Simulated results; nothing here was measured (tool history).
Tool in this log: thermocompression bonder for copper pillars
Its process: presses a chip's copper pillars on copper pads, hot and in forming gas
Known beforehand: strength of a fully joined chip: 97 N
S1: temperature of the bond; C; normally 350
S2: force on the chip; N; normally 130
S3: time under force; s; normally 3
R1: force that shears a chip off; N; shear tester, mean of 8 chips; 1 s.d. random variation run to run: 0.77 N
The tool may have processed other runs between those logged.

run    hour   S1   S2  S3    R1
  1       0  350  130   3    57
       10.9  -- forming gas filter changed
  2    32.9  350  130   3  65.1
  3    69.7  350  130   2  57.2
  4    96.6  350  130   2  58.4
  5   126.4  350  166   3  71.8
  6   157.6  350  166   3  70.9
  7   183.7  350  166   3  69.4
  8   216.3  350  166   4  74.1
  9   238.5  350  166   4  72.1
      251.7  -- heater calibrated with a thermocouple chip
 10   262.3  350  166   4  76.7
 11   292.3  350  130   3  65.4
 12   338.3  350  179   3  72.9
 13   362.2  350  179   3  74.8
      384.4  -- forming gas filter changed
 14   406.1  350  179   3  82.7
      432.6  -- heater calibrated with a thermocouple chip, once more
 15   447.4  350  166   3  67.6
 16   485.2  350  166   3  67.3
 17   524.1  350  130   3  58.6
 18   564.3  350  142   3    60
 19   589.6  350  142   3  58.7
 20   620.1  350  130   3  56.5
 21   645.3  350  130   3  58.1
 22   665.9  373   82   2  49.8
 23   690.5  323  125   5  50.3
 24     734  323  125   5  49.8
      759.9  -- forming gas filter changed
 25   759.9  350  139   9  82.3
 26   793.6  354  139   9    84
 27   837.8  354  139   9  81.9
 28   857.5  354  139   9    83
 29   901.3  351   87   4  54.9
 30   948.8  351   87   4  54.6
 31   978.8  353   81   5  55.6
 32  1017.9  359   86   3  53.1
 33  1040.5  338  130   7  67.8
 34  1074.2  341  130   4  60.4
 35  1106.1  334  130   4  55.7
     1133.7  -- forming gas filter changed
 36  1149.7  334  130   4  62.4
 37  1197.9  334   96   4  54.3
 38  1225.2  371  147   6  84.8
       1260  -- force cell calibrated
 39  1272.8  327  184   6    71
 40  1297.6  362  151   3  73.9

Measured minus without-hidden-state, run by run (identical run-to-run variation in each term; gauge scatter may differ):
The hidden state here: true temperature of the bond over the reading, C; force that reaches the chip, % of what is set; oxide that the forming gas leaves, % of the face; drift of the gauge itself on shear_n, %.
run     R1
  1   -0.5
  2     +6
  3   +5.7
  4   +5.6
  5   +4.7
  6   +4.2
  7   +3.9
  8   +2.8
  9   +2.3
 10   +5.5
 11   +7.4
 12   +4.8
 13   +4.6
 14  +12.4
 15   +0.2
 16   -0.2
 17   -0.3
 18   -0.8
 19     -1
 20   -1.2
 21   -1.4
 22   -1.2
 23   -1.2
 24   -1.4
 25   +3.4
 26   +2.6
 27   +1.8
 28   +1.4
 29   +3.1
 30   +2.7
 31   +2.3
 32     +2
 33   +0.7
 34   +1.2
 35   +1.4
 36   +7.5
 37   +7.1
 38   +2.5
 39   +3.6
 40   +2.4
